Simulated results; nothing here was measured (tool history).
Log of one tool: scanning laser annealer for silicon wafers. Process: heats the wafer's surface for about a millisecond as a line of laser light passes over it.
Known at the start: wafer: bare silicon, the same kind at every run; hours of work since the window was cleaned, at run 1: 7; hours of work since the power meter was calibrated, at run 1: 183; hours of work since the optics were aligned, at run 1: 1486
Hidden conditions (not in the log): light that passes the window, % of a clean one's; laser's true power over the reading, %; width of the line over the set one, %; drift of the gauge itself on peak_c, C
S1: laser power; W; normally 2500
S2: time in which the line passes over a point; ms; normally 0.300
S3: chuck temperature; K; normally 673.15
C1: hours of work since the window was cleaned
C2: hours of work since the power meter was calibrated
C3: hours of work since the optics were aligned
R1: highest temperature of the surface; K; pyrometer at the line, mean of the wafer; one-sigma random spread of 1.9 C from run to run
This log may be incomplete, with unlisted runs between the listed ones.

run   hour    S1     S2      S3   C1   C2    C3       R1
  1    0.0  2500  0.300  673.15    7  183  1486  1424.15
  2   53.0  2500  0.300  673.15   41  217  1520  1426.15
  3  107.4  2500  0.293  673.15   76  252  1555  1411.15
  4  159.6  2500  0.293  673.15  109  285  1588  1411.15
  5  204.0  2500  0.293  673.15  138  313  1617  1406.15
  6  230.5  2500  0.293  673.15  155  330  1634  1412.15
  7  276.3  2500  0.293  673.15  184  360  1663  1410.15
  8  310.8  2500  0.293  673.15  206  382  1685  1403.15
  9  364.1  2500  0.293  673.15  240  416  1719  1401.15
 10  413.7  2500  0.293  673.15  272  448  1751  1403.15
 11  443.5  2500  0.332  643.15  291  467  1770  1426.15
     490.8  -- optics aligned, line set to its width
 12  496.7  2500  0.332  643.15  322  498     4  1437.15
 13  528.3  2320  0.232  643.15  342  518    24  1234.15
 14  584.8  2320  0.232  643.15  378  554    60  1231.15
 15  620.0  2593  0.300  673.15  401  577    83  1450.15
 16  675.5  2500  0.300  695.15  436  612   118  1440.15

Alternative continuations, all from the tool just after run 16; predict every row:
  A  711.6  2154  0.300  673.15  459  635  141   ?
  B  711.6  2734  0.352  693.15  459  635  141   ?
  C  711.6  2500  0.227  701.15  459  635  141   ?
  D  711.6  2500  0.300  659.15  459  635  141   ?

run       R1
  A  1299.15
  B  1592.15
  C  1333.15
  D  1403.15
The same runs, with their run-to-run variation unchanged, on a tool lacking any hidden condition would have given:
run       R1
  A  1313.15
  B  1613.15
  C  1347.15
  D  1420.15
